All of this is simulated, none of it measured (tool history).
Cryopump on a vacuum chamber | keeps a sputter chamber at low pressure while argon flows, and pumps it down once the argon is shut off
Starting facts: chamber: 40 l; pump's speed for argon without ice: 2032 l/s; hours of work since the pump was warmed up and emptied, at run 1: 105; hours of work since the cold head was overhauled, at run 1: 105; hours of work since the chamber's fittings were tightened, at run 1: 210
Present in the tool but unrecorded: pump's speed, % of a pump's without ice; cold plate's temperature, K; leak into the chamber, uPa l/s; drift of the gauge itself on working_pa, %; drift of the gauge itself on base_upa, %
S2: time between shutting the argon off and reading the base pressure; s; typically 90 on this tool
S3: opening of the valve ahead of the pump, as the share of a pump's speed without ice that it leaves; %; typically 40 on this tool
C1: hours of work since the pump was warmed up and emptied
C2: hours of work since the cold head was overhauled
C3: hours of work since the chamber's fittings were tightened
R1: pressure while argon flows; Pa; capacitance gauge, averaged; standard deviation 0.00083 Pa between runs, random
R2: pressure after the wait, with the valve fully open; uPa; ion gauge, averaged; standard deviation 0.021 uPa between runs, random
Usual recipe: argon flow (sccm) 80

Run 1, hour 0.0: usual settings; C1 105; C2 105; C3 210. Result: R1 0.1682 Pa, R2 0.54 uPa.
Run 2, hour 9.1: usual settings but S3 42 %; C1 109; C2 109; C3 214. Result: R1 0.1603 Pa, R2 0.58 uPa.
Run 3, hour 20.7: usual settings but S3 16 %; C1 115; C2 115; C3 220. Result: R1 0.4164 Pa, R2 0.56 uPa.
Run 4, hour 34.2: usual settings but S3 16 %; C1 122; C2 122; C3 227. Result: R1 0.4174 Pa, R2 0.61 uPa.
Run 5, hour 41.1: usual settings but S3 16 %; C1 125; C2 125; C3 230. Result: R1 0.4171 Pa, R2 0.60 uPa.
Run 6, hour 48.4: usual settings but S3 16 %; C1 129; C2 129; C3 234. Result: R1 0.4180 Pa, R2 0.53 uPa.
Run 7, hour 57.4: usual settings but argon flow (sccm) 97, S2 168 s, S3 19 %; C1 133; C2 133; C3 238. Result: R1 0.4260 Pa, R2 0.43 uPa.
Run 8, hour 71.5: usual settings but argon flow (sccm) 32, S2 53 s, S3 19 %; C1 140; C2 140; C3 245. Result: R1 0.1408 Pa, R2 0.80 uPa.
Run 9, hour 82.1: usual settings but argon flow (sccm) 57, S2 53 s, S3 23 %; C1 146; C2 146; C3 251. Result: R1 0.2065 Pa, R2 0.77 uPa.
Run 10, hour 93.0: usual settings but argon flow (sccm) 57, S2 26 s, S3 25 %; C1 151; C2 151; C3 256. Result: R1 0.1912 Pa, R2 1.31 uPa.

Below are 3 alternative next runs, each starting from the tool's condition after run 10. Predict each:
Run A, hour 101.0: usual settings but argon flow (sccm) 56, S2 118 s, S3 50 %; C1 155; C2 155; C3 260. Result: R1 ?, R2 ?.
Run B, hour 101.0: usual settings but argon flow (sccm) 51, S2 64 s, S3 23 %; C1 155; C2 155; C3 260. Result: R1 ?, R2 ?.
Run C, hour 101.0: usual settings but argon flow (sccm) 82, S2 41 s, S3 25 %; C1 155; C2 155; C3 260. Result: R1 ?, R2 ?.

run      R1    R2
  A  0.0955  0.50
  B  0.1874  0.70
  C  0.2754  0.94
What these runs would have given with no unlogged condition in the tool:
run      R1    R2
  A  0.0939  0.37
  B  0.1859  0.56
  C  0.2730  0.82

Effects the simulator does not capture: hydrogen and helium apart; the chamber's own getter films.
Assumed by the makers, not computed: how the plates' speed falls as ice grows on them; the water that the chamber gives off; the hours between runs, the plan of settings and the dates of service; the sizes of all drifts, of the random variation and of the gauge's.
